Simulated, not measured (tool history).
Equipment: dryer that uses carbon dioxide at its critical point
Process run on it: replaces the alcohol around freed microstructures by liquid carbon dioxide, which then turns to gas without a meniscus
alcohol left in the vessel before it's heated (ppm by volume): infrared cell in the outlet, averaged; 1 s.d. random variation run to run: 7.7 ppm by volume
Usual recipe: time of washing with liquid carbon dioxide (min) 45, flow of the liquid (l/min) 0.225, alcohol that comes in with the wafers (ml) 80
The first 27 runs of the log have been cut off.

run    hour  time of washing with liquid carbon dioxide (min)  flow of the liquid (l/min)  alcohol that comes in with the wafers (ml)  hours of work since the filter was changed  hours of work since the purifier's bed was changed  alcohol left in the vessel before it's heated (ppm by volume)
 28   678.7                                                45                       0.225                                         119                                          46                                                 484                                                            828
 29   706.4                                                45                       0.225                                         119                                          62                                                 501                                                            831
 30   726.7                                                45                       0.225                                         119                                          75                                                 513                                                            859
 31   753.4                                                35                       0.301                                         102                                          91                                                 529                                                            754
 32   773.9                                                35                       0.301                                         102                                         103                                                 541                                                            770
 33   793.1                                                35                       0.301                                         102                                         114                                                 553                                                            765
 34   814.7                                                35                       0.301                                          23                                         127                                                 566                                                            342
 35   828.6                                                35                        0.15                                          23                                         136                                                 574                                                           1374
 36   853.8                                                46                       0.313                                          80                                         151                                                 589                                                            321
 37   886.2                                                35                       0.225                                          80                                         170                                                 609                                                           1726
      909.2  -- purifier's bed changed
 38   913.4                                                35                       0.225                                          80                                         185                                                   3                                                           1556
 39   937.8                                                45                       0.192                                          80                                         199                                                  17                                                           1128
 40   962.5                                                41                       0.205                                          46                                         214                                                  32                                                            749
 41   978.2                                                28                       0.333                                          23                                         224                                                  41                                                            298
 42  1008.6                                                28                       0.333                                          25                                         242                                                  60                                                            346
 43  1031.9                                                28                       0.333                                          25                                         256                                                  74                                                            356
       1039  -- inlet filter changed
 44  1052.7                                                48                       0.333                                          25                                           8                                                  85                                                             45
 45    1074                                                42                       0.203                                          72                                          21                                                  98                                                            788
 46  1104.3                                                42                       0.203                                          72                                          39                                                 116                                                            813
 47  1129.2                                                42                       0.151                                          72                                          54                                                 131                                                           2107
 48  1149.8                                                40                       0.225                                          73                                          67                                                 144                                                            728

Below are 3 alternative next runs, each starting from the tool's condition after run 48. Predict each:
  A  1165.2                                                59                       0.259                                          49                                          76                                                 153                                                              ?
  B  1165.2                                                28                       0.296                                          52                                          76                                                 153                                                              ?
  C  1165.2                                                45                       0.348                                          24                                          76                                                 153                                                              ?

run  alcohol left in the vessel before it's heated (ppm by volume)
  A                                                             89
  B                                                            759
  C                                                             72
Without the tool's unlogged condition, the same runs would have read:
run  alcohol left in the vessel before it's heated (ppm by volume)
  A                                                             27
  B                                                            605
  C                                                             13

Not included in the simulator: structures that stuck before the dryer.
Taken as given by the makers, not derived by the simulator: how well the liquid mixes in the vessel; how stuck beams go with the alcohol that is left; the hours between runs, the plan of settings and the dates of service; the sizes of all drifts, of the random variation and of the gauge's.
